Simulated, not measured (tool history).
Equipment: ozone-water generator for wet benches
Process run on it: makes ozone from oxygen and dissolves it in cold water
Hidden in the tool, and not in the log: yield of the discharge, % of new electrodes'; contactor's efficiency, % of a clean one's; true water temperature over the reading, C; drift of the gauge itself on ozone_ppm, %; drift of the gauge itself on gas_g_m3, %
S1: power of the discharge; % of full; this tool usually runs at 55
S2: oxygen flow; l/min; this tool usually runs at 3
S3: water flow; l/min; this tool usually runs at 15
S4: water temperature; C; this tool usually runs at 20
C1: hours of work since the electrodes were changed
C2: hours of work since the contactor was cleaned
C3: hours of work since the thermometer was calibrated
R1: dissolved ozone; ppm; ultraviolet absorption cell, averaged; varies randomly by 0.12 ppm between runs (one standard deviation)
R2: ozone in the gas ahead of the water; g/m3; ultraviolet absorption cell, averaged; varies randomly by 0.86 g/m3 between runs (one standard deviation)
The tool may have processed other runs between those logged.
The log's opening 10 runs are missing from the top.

run 11 hour=1228.1 | S1=86 S2=3 S3=15 S4=20 | C1=312 C2=690 C3=5779 | R1=15 R2=181.5
run 12 hour=1323.7 | S1=86 S2=3 S3=15 S4=16 | C1=399 C2=778 C3=5867 | R1=15.7 R2=182.4
-- hour=1406.3 water thermometer calibrated
run 13 hour=1414.1 | S1=86 S2=3 S3=15 S4=16 | C1=482 C2=860 C3=7 | R1=16.1 R2=181.9
run 14 hour=1596.8 | S1=86 S2=3 S3=15 S4=16 | C1=649 C2=1028 C3=174 | R1=15.9 R2=181.4
run 15 hour=1726.7 | S1=86 S2=3 S3=15 S4=16 | C1=768 C2=1147 C3=293 | R1=15.9 R2=181.5
run 16 hour=1813.6 | S1=99 S2=3 S3=15 S4=20 | C1=848 C2=1226 C3=373 | R1=16.3 R2=195.4
run 17 hour=1947.3 | S1=99 S2=3 S3=15 S4=20 | C1=970 C2=1349 C3=495 | R1=16.2 R2=197.4
run 18 hour=2070.9 | S1=99 S2=3 S3=15 S4=20 | C1=1083 C2=1462 C3=609 | R1=16.3 R2=196.8
run 19 hour=2215.1 | S1=55 S2=4.39 S3=15 S4=15 | C1=1215 C2=1594 C3=741 | R1=11.9 R2=108
run 20 hour=2360.2 | S1=55 S2=3 S3=11 S4=20 | C1=1348 C2=1727 C3=874 | R1=15.4 R2=138.7
run 21 hour=2537.8 | S1=55 S2=3 S3=11 S4=20 | C1=1511 C2=1889 C3=1036 | R1=15.3 R2=139
run 22 hour=2635.5 | S1=55 S2=3 S3=14 S4=20 | C1=1600 C2=1979 C3=1126 | R1=12.2 R2=139.1
run 23 hour=2810.1 | S1=73 S2=3 S3=15 S4=19 | C1=1760 C2=2139 C3=1286 | R1=13.8 R2=164.9
run 24 hour=2987.6 | S1=73 S2=3.41 S3=17 S4=19 | C1=1923 C2=2301 C3=1448 | R1=11.9 R2=150.2
run 25 hour=3068.9 | S1=54 S2=5.14 S3=13 S4=19 | C1=1997 C2=2376 C3=1523 | R1=12.2 R2=96.6
run 26 hour=3204.3 | S1=54 S2=5.14 S3=13 S4=19 | C1=2121 C2=2500 C3=1647 | R1=12.2 R2=96.8
run 27 hour=3384.4 | S1=55 S2=5.33 S3=15 S4=20 | C1=2286 C2=2665 C3=1811 | R1=10.7 R2=95.9
run 28 hour=3521.8 | S1=82 S2=3 S3=18 S4=20 | C1=2412 C2=2791 C3=1937 | R1=12.1 R2=175.9
run 29 hour=3702.5 | S1=82 S2=3.74 S3=20 S4=20 | C1=2577 C2=2956 C3=2103 | R1=10.5 R2=151.4
run 30 hour=3885.4 | S1=82 S2=3.74 S3=20 S4=20 | C1=2745 C2=3123 C3=2270 | R1=10.8 R2=153
run 31 hour=4047.5 | S1=45 S2=3 S3=15 S4=20 | C1=2893 C2=3272 C3=2419 | R1=10.4 R2=123.9
run 32 hour=4191 | S1=55 S2=5.38 S3=18 S4=20 | C1=3025 C2=3403 C3=2550 | R1=9.1 R2=94.7
run 33 hour=4316.2 | S1=66 S2=5.38 S3=18 S4=12 | C1=3139 C2=3518 C3=2665 | R1=11.2 R2=106.8

Forecast each of these 3 alternatives for the next run:
run A hour=4403.6 | S1=66 S2=5.38 S3=16 S4=12 | C1=3219 C2=3598 C3=2745 | R1=? R2=?
run B hour=4403.6 | S1=68 S2=5 S3=11 S4=20 | C1=3219 C2=3598 C3=2745 | R1=? R2=?
run C hour=4403.6 | S1=60 S2=1.56 S3=18 S4=21 | C1=3219 C2=3598 C3=2745 | R1=? R2=?

run=A R1=12.8 R2=103.7
run=B R1=15.7 R2=111.6
run=C R1=9.6 R2=225
Take away the tool's hidden state, keep each run's random variation, and the runs would have read:
run=A R1=12.8 R2=103.9
run=B R1=15.7 R2=111.9
run=C R1=9.7 R2=225.4
